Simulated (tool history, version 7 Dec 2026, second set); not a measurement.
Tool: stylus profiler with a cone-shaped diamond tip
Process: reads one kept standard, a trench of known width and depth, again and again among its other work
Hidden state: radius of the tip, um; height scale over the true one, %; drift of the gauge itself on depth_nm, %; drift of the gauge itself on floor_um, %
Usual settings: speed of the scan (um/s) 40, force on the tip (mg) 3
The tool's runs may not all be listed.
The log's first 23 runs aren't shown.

run,hour,speed of the scan (um/s),force on the tip (mg),scans with this tip,hours of work since the height scale was calibrated,depth of the trench (Å),width of the trench's floor (um)
24,325.9,46,3,4842,453,2025.6,46.73
25,334.7,109,3,4901,458,2026.3,46.31
26,349.8,54,1.1,5003,468,2010.7,46.43
27,362.1,73,3.26,5087,476,2027.6,46.51
28,379.3,73,3.26,5202,486,2026.8,46.6
29,389.3,10,2.49,5270,493,2022.4,46.89
30,404.3,17,3.63,5372,502,2029.1,46.86
31,419.1,17,3.63,5472,511,2029.2,46.86
32,436.4,17,3.63,5588,522,2029.4,46.92
33,449.2,35,1.13,5675,530,2011.9,46.62
34,463.3,137,7.04,5770,539,2047.3,46.43
35,472.4,137,7.04,5832,545,2046.9,46.42
36,489.4,22,3.97,5947,556,2030.7,46.83
37,501.3,50,2.7,6027,563,2023,46.62
38,514.9,30,1.7,6119,572,2017.1,46.63
39,529.9,30,1.7,6220,581,2014.8,46.67
40,538.2,30,1.7,6276,587,2016.4,46.69
41,545.9,52,2.33,6329,592,2021.1,46.63
42,564.3,46,2.57,6453,603,2021.7,46.63
43,577.1,36,1.9,6540,611,2016.9,46.64
44,590.9,40,3.54,6632,620,2028.7,46.7
45,606.3,40,3.54,6737,630,2028.2,46.69
46,615.9,11,6.65,6801,636,2044.4,46.85
47,629.2,11,6.65,6891,644,2045.1,46.85

3 ways to go on from here, each from the tool as it stands after run 47. What would each give?
A,642.7,97,6.65,6982,653,?,?
B,642.7,40,5.85,6982,653,?,?
C,642.7,136,2.52,6982,653,?,?

run,depth of the trench (Å),width of the trench's floor (um)
A,2044.8,46.49
B,2041.1,46.73
C,2021,46
Without the tool's hidden state the same runs would have given:
run,depth of the trench (Å),width of the trench's floor (um)
A,2048.9,46.8
B,2045.2,47.04
C,2025,46.31
